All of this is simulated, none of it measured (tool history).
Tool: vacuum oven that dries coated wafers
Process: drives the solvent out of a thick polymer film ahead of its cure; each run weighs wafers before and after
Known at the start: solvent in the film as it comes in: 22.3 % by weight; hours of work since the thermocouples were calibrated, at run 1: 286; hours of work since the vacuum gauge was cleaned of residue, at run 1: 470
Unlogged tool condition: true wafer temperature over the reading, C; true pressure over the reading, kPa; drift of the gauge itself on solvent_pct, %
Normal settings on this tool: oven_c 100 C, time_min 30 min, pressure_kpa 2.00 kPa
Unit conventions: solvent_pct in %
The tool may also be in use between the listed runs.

run	day	oven_c	time_min	pressure_kpa	hours of work since the thermocouples were calibrated	hours of work since the vacuum gauge was cleaned of residue	solvent_pct
1	0.000	100	30	2.00	286	470	3.11
2	1.012	100	30	2.00	297	481	3.08
3	2.546	100	30	2.00	314	498	3.04
4	3.858	100	30	2.00	329	513	3.03
5	5.583	100	30	2.00	348	532	3.09
6	6.312	100	16	2.00	356	540	6.54
7	7.738	98	16	2.00	372	556	7.27
# day 7.950: vacuum gauge cleaned of residue and calibrated
8	9.246	98	16	2.00	388	14	7.27
9	11.042	98	42	1.10	408	34	1.92
10	12.658	89	19	1.10	426	52	9.32
# day 13.338: vacuum gauge cleaned of residue and calibrated, once more
11	14.517	101	30	5.07	446	13	4.02
12	16.317	101	30	5.07	466	33	3.97
13	17.688	101	28	1.16	481	48	2.64
14	19.458	101	28	1.16	501	68	2.56
15	20.346	100	30	6.61	511	78	4.89

Forecast each of these 5 alternatives for the next run:
A	21.079	94	30	2.00	519	86	?
B	21.079	96	30	4.19	519	86	?
C	21.079	104	16	1.26	519	86	?
D	21.079	97	30	2.00	519	86	?
E	21.079	100	30	6.61	519	86	?

run	solvent_pct
A	4.84
B	5.10
C	4.72
D	3.79
E	4.85
With no hidden state in the tool, these same runs would have given:
run	solvent_pct
A	5.40
B	5.64
C	5.25
D	4.29
E	5.35

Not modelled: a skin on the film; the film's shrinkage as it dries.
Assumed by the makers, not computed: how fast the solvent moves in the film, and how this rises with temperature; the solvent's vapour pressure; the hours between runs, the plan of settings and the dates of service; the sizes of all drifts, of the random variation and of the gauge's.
